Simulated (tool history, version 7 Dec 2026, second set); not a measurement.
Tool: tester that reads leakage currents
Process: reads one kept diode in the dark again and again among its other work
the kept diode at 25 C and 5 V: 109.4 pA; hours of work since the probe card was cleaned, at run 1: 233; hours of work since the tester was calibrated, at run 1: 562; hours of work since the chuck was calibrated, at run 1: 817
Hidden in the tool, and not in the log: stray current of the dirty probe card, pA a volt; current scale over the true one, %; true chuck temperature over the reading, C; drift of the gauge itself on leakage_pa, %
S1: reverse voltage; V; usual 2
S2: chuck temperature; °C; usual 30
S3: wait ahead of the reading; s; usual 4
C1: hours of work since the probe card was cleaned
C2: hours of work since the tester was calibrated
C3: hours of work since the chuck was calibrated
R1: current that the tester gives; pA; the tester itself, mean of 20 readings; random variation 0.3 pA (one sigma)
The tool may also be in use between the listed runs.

run 1 hour=0 | S1=2 S2=30 S3=4 | C1=233 C2=562 C3=817 | R1=93.24
run 2 hour=150.9 | S1=2 S2=30 S3=4 | C1=327 C2=656 C3=911 | R1=92.06
run 3 hour=309.1 | S1=2 S2=30 S3=4 | C1=426 C2=755 C3=1009 | R1=91.45
run 4 hour=489.7 | S1=12.14 S2=30 S3=4 | C1=539 C2=867 C3=1122 | R1=257.93
run 5 hour=719.7 | S1=2 S2=30 S3=4 | C1=682 C2=1011 C3=1266 | R1=89.85
-- hour=819 chuck's temperature calibrated
run 6 hour=893.1 | S1=2 S2=30 S3=4 | C1=789 C2=1118 C3=46 | R1=101.87
run 7 hour=1067.4 | S1=2 S2=30 S3=4 | C1=898 C2=1227 C3=155 | R1=101.04
run 8 hour=1270.1 | S1=2 S2=58 S3=4 | C1=1025 C2=1353 C3=282 | R1=870.83
run 9 hour=1530.3 | S1=2 S2=58 S3=4 | C1=1187 C2=1516 C3=444 | R1=866.22
run 10 hour=1727 | S1=2 S2=58 S3=4 | C1=1310 C2=1638 C3=567 | R1=855.44
run 11 hour=1981.9 | S1=2 S2=58 S3=4 | C1=1469 C2=1798 C3=726 | R1=847.85
run 12 hour=2175.9 | S1=2 S2=30 S3=4 | C1=1590 C2=1919 C3=847 | R1=96.78
run 13 hour=2358 | S1=2 S2=30 S3=4 | C1=1704 C2=2032 C3=961 | R1=96.1
-- hour=2554.9 tester calibrated
run 14 hour=2656.6 | S1=1.52 S2=30 S3=4 | C1=1889 C2=63 C3=1146 | R1=78.69
run 15 hour=2776.2 | S1=1.52 S2=30 S3=4 | C1=1963 C2=138 C3=1220 | R1=78.55
run 16 hour=2901.8 | S1=1.52 S2=30 S3=4 | C1=2042 C2=216 C3=1299 | R1=77.75
-- hour=2949.3 chuck's temperature calibrated
run 17 hour=3099.6 | S1=1.52 S2=30 S3=4 | C1=2164 C2=339 C3=94 | R1=86.8
-- hour=3291.9 probe card cleaned and baked
run 18 hour=3317.7 | S1=1.52 S2=30 S3=4 | C1=16 C2=473 C3=228 | R1=86.46
run 19 hour=3539.2 | S1=1.52 S2=30 S3=4 | C1=154 C2=611 C3=366 | R1=84.99
run 20 hour=3766.2 | S1=1.52 S2=30 S3=4 | C1=296 C2=753 C3=508 | R1=84.57
run 21 hour=4043.1 | S1=1.52 S2=30 S3=4 | C1=469 C2=926 C3=681 | R1=83.33
run 22 hour=4234.2 | S1=2 S2=39 S3=4 | C1=588 C2=1045 C3=800 | R1=200.35
run 23 hour=4430.8 | S1=2 S2=39 S3=4 | C1=711 C2=1168 C3=923 | R1=199.84
run 24 hour=4608.3 | S1=2 S2=39 S3=4 | C1=822 C2=1278 C3=1034 | R1=196.9
-- hour=4858.1 probe card cleaned and baked, once more
run 25 hour=4863.3 | S1=2 S2=39 S3=4 | C1=3 C2=1436 C3=1191 | R1=191.45
-- hour=5081.2 chuck's temperature calibrated
run 26 hour=5134.2 | S1=6.23 S2=45 S3=2.09 | C1=171 C2=1604 C3=33 | R1=647.12
run 27 hour=5339.6 | S1=6.23 S2=45 S3=2.09 | C1=299 C2=1732 C3=161 | R1=643.36
run 28 hour=5503.3 | S1=1.22 S2=41 S3=3.67 | C1=401 C2=1834 C3=263 | R1=184.27
run 29 hour=5662 | S1=2.82 S2=30 S3=1.35 | C1=500 C2=1933 C3=362 | R1=120.87
run 30 hour=5781.4 | S1=2.24 S2=29 S3=0.68 | C1=575 C2=2007 C3=437 | R1=97.26
run 31 hour=5986.4 | S1=2.24 S2=29 S3=0.68 | C1=703 C2=2135 C3=565 | R1=95.67
-- hour=6033.6 tester calibrated
run 32 hour=6159.3 | S1=1.07 S2=22 S3=0.32 | C1=810 C2=78 C3=672 | R1=32.98
run 33 hour=6454.1 | S1=1.07 S2=22 S3=0.32 | C1=994 C2=262 C3=856 | R1=32.92
run 34 hour=6630.9 | S1=1.07 S2=27 S3=0.84 | C1=1104 C2=373 C3=966 | R1=49.65
run 35 hour=6813 | S1=1.07 S2=27 S3=1.17 | C1=1218 C2=486 C3=1080 | R1=49.32
run 36 hour=7003.7 | S1=7.44 S2=42 S3=4.23 | C1=1337 C2=605 C3=1199 | R1=513.26
-- hour=7210.5 chuck's temperature calibrated
run 37 hour=7241.7 | S1=7.44 S2=42 S3=4.23 | C1=1484 C2=753 C3=20 | R1=566.98
run 38 hour=7418.8 | S1=7.44 S2=42 S3=0.33 | C1=1594 C2=863 C3=130 | R1=561.74

Hidden state or all else? Some run-to-run changes of R1, split into what the settings, what came in and random variation would give without the hidden state, and what is left for the hidden state (with any gauge scatter that isn't in both results):
Run 7 -> 8: S2 30 -> 58. R1 +769.79 pA: hidden state +0.37, all else +769.42.
Run 11 -> 12: S2 58 -> 30. R1 -751.07 pA: hidden state +18.82, all else -769.89.
Run 25 -> 26: S1 2 -> 6.23, S2 39 -> 45, S3 4 -> 2.09, chuck's temperature calibrated. R1 +455.67 pA: hidden state +27.4, all else +428.27.
Run 35 -> 36: S1 1.07 -> 7.44, S2 27 -> 42, S3 1.17 -> 4.23. R1 +463.94 pA: hidden state -43, all else +506.94.
Run 36 -> 37: chuck's temperature calibrated. R1 +53.72 pA: hidden state +53.63, all else +0.09.

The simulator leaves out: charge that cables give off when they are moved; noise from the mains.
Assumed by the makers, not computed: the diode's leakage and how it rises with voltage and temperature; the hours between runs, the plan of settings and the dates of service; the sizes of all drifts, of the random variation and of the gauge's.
